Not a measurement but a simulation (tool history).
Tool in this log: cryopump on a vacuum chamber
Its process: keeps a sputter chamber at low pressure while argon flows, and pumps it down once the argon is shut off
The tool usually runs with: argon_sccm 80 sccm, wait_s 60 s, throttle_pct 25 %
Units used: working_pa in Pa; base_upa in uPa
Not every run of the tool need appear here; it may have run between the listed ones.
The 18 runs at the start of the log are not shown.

| run | hour | argon_sccm | wait_s | throttle_pct | working_pa | base_upa |
|---|---|---|---|---|---|---|
| 19 | 1684.3 | 41 | 60 | 25 | 0.1303 | 1.66 |
| 20 | 1768.8 | 41 | 60 | 25 | 0.1304 | 1.76 |
| 21 | 1872.6 | 41 | 60 | 25 | 0.1302 | 1.90 |
| 22 | 1967.0 | 41 | 60 | 25 | 0.1305 | 1.93 |
| 23 | 2056.8 | 80 | 23 | 31 | 0.2103 | 2.35 |
| 24 | 2124.7 | 68 | 76 | 31 | 0.1784 | 1.95 |
| 25 | 2180.6 | 90 | 33 | 33 | 0.2225 | 2.26 |
| 26 | 2294.9 | 48 | 26 | 23 | 0.1684 | 2.47 |
| 27 | 2381.7 | 107 | 56 | 18 | 0.4775 | 2.25 |
| 28 | 2443.7 | 52 | 33 | 25 | 0.1701 | 2.48 |
| 29 | 2545.5 | 80 | 261 | 19 | 0.3439 | 2.23 |
| 30 | 2642.5 | 157 | 261 | 39 | 0.3412 | 2.30 |
| 31 | 2732.3 | 102 | 261 | 53 | 0.1700 | 2.41 |
|  | 2778.0 | leaking fittings of the chamber tightened, without venting |
| 32 | 2798.9 | 132 | 211 | 51 | 0.2271 | 0.31 |
| 33 | 2909.4 | 48 | 236 | 51 | 0.0841 | 0.36 |

Here are 5 independent what-if runs from the current tool condition. What would each one return?
| A | 3001.7 | 37 | 68 | 31 | ? | ? |
| B | 3001.7 | 80 | 126 | 37 | ? | ? |
| C | 3001.7 | 55 | 236 | 15 | ? | ? |
| D | 3001.7 | 91 | 60 | 27 | ? | ? |
| E | 3001.7 | 87 | 190 | 25 | ? | ? |

| run | working_pa | base_upa |
|---|---|---|
| A | 0.1005 | 0.58 |
| B | 0.1878 | 0.50 |
| C | 0.2987 | 0.43 |
| D | 0.2824 | 0.62 |
| E | 0.2928 | 0.43 |
Had the tool no hidden state, the same runs would have come out as:
| run | working_pa | base_upa |
|---|---|---|
| A | 0.0917 | 0.34 |
| B | 0.1687 | 0.26 |
| C | 0.2856 | 0.19 |
| D | 0.2608 | 0.38 |
| E | 0.2720 | 0.19 |
